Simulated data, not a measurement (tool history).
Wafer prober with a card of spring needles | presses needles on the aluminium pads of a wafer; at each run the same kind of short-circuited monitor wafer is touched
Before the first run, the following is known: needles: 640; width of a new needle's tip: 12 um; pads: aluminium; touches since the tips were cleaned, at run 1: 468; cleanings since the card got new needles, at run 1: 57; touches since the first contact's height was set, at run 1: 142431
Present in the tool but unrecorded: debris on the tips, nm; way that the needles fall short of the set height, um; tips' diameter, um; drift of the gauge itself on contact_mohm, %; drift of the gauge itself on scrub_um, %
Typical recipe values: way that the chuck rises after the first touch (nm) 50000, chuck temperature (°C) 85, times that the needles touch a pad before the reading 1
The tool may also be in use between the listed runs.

run,hour,way that the chuck rises after the first touch (nm),chuck temperature (°C),times that the needles touch a pad before the reading,touches since the tips were cleaned,cleanings since the card got new needles,touches since the first contact's height was set,resistance of one needle with its contact and lead (mohm),way that a needle slides on the pad (nm)
1,0,50000,85,1,468,57,142431,245,6900
# hour 11: tips cleaned on abrasive film
2,14.4,50000,85,1,1990,58,150817,363,6750
# hour 21.8: tips cleaned on abrasive film
3,25.3,50000,85,1,2051,59,157174,277,6840
# hour 32.5: tips cleaned on abrasive film
4,41.1,50000,85,1,5055,60,166403,313,6720
# hour 43.7: tips cleaned on abrasive film
# hour 50: tips cleaned on abrasive film, once more
5,54.4,42000,85,1,2616,62,174083,324,5650
# hour 61: tips cleaned on abrasive film
6,61.7,42000,85,1,372,63,178292,258,5580
# hour 72.1: tips cleaned on abrasive film
7,73.5,42000,85,1,822,64,185204,268,5530
# hour 82.8: tips cleaned on abrasive film
8,83.2,50000,85,1,214,65,190802,252,6690
9,92.4,50000,85,1,5607,65,196195,319,6700
# hour 93.5: tips cleaned on abrasive film
10,100.6,50000,85,1,4200,66,200993,310,6620
# hour 104.2: tips cleaned on abrasive film
# hour 115.6: tips cleaned on abrasive film
11,115.6,50000,85,1,0,68,209682,239,6700
# hour 126.3: tips cleaned on abrasive film
12,126.3,50000,85,2,0,69,215885,240,6600
13,133.6,38000,85,1,4264,69,220149,380,4930
# hour 137.8: tips cleaned on abrasive film
14,141.7,43000,116,1,2284,70,224863,324,5640
# hour 149: tips cleaned on abrasive film
15,150.5,49000,118,1,918,71,229998,271,6510
# hour 159.8: tips cleaned on abrasive film
16,161.4,46000,85,2,957,72,236317,260,6060
# hour 167: height of the first contact set anew
17,168.9,46000,85,2,5190,72,1130,286,6540
# hour 171.3: tips cleaned on abrasive film
18,180.4,46000,85,2,5375,73,7825,284,6550
# hour 182: tips cleaned on abrasive film
19,191.3,31000,68,1,5490,74,14167,426,4380
# hour 192.6: tips cleaned on abrasive film
20,200.3,35000,46,2,4524,75,19411,325,4870
# hour 204: tips cleaned on abrasive film
21,211.6,35000,73,2,4466,76,25937,325,5050
# hour 214.8: tips cleaned on abrasive film
22,219,35000,73,2,2484,77,30235,301,4980
# hour 225.9: tips cleaned on abrasive film
23,228.5,35000,73,2,1479,78,35741,286,5010
# hour 237.6: tips cleaned on abrasive film
24,241.9,31000,35,2,2514,79,43567,326,4380

What if the next run were any one of these 3? Each begins from the tool's condition after run 24:
# hour 248.7: tips cleaned on abrasive film
A,255.1,68000,61,1,3739,80,51257,?,?
# hour 248.7: tips cleaned on abrasive film
B,255.1,40000,55,3,3739,80,51257,?,?
# hour 248.7: tips cleaned on abrasive film
C,255.1,31000,41,2,3739,80,51257,?,?

run,resistance of one needle with its contact and lead (mohm),way that a needle slides on the pad (nm)
A,264,9540
B,270,5630
C,340,4270
Had the tool no hidden state, the same runs would have come out as:
run,resistance of one needle with its contact and lead (mohm),way that a needle slides on the pad (nm)
A,218,9650
B,225,5730
C,226,4380
